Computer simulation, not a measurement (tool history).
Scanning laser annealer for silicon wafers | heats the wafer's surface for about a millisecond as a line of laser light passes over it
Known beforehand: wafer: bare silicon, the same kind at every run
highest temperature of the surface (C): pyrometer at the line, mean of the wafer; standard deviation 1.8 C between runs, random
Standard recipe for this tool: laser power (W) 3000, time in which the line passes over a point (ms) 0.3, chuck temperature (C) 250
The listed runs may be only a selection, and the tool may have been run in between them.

| run | day | laser power (W) | time in which the line passes over a point (ms) | chuck temperature (C) | highest temperature of the surface (C) |
|---|---|---|---|---|---|
| 1 | 0 | 3000 | 0.3 | 250 | 994 |
| 2 | 0.425 | 3000 | 0.341 | 250 | 1040 |
| 3 | 0.817 | 2938 | 0.3 | 250 | 978 |
| 4 | 1.204 | 2938 | 0.3 | 250 | 977 |
| 5 | 1.508 | 3000 | 0.3 | 250 | 995 |
| 6 | 1.75 | 3000 | 0.3 | 250 | 993 |
| 7 | 2.196 | 3000 | 0.3 | 250 | 993 |
| 8 | 2.604 | 3000 | 0.351 | 250 | 1048 |
| 9 | 2.979 | 3000 | 0.3 | 260 | 996 |
| 10 | 3.167 | 3000 | 0.3 | 260 | 1006 |
| 11 | 3.462 | 3000 | 0.3 | 221 | 959 |
| 12 | 3.8 | 3000 | 0.3 | 221 | 964 |
| 13 | 4.108 | 3000 | 0.3 | 227 | 968 |
| 14 | 4.546 | 3276 | 0.3 | 250 | 1055 |
| 15 | 4.896 | 3276 | 0.3 | 250 | 1055 |
| 16 | 5.192 | 3276 | 0.3 | 250 | 1056 |
| 17 | 5.546 | 3050 | 0.346 | 252 | 1050 |
| 18 | 5.838 | 3000 | 0.362 | 250 | 1050 |
| 19 | 6.2 | 3000 | 0.362 | 250 | 1051 |
| 20 | 6.412 | 3281 | 0.314 | 259 | 1080 |
| 21 | 6.858 | 3274 | 0.3 | 257 | 1057 |
| 22 | 7.271 | 3274 | 0.3 | 257 | 1065 |
| 23 | 7.662 | 3000 | 0.225 | 238 | 888 |
| 24 | 7.854 | 3000 | 0.225 | 238 | 887 |
| 25 | 8.188 | 2833 | 0.225 | 238 | 852 |
| 26 | 8.446 | 2833 | 0.225 | 238 | 852 |
| 27 | 8.821 | 2835 | 0.3 | 256 | 949 |
| 28 | 9.108 | 2602 | 0.3 | 216 | 854 |
| 29 | 9.488 | 3250 | 0.3 | 250 | 1046 |
| 30 | 9.904 | 2572 | 0.342 | 219 | 884 |
| 31 | 10.162 | 2572 | 0.342 | 219 | 882 |
| 32 | 10.383 | 3000 | 0.233 | 260 | 918 |

What if the next run were any one of these 4? Each begins from the tool's condition after run 32:
| A | 10.817 | 3065 | 0.233 | 282 | ? |
| B | 10.817 | 3000 | 0.34 | 225 | ? |
| C | 10.817 | 2649 | 0.257 | 240 | ? |
| D | 10.817 | 3107 | 0.287 | 227 | ? |

| run | highest temperature of the surface (C) |
|---|---|
| A | 950 |
| B | 999 |
| C | 843 |
| D | 970 |
Stripped of hidden state, with their random variation kept, the same runs would have yielded:
| run | highest temperature of the surface (C) |
|---|---|
| A | 978 |
| B | 1030 |
| C | 867 |
| D | 1000 |
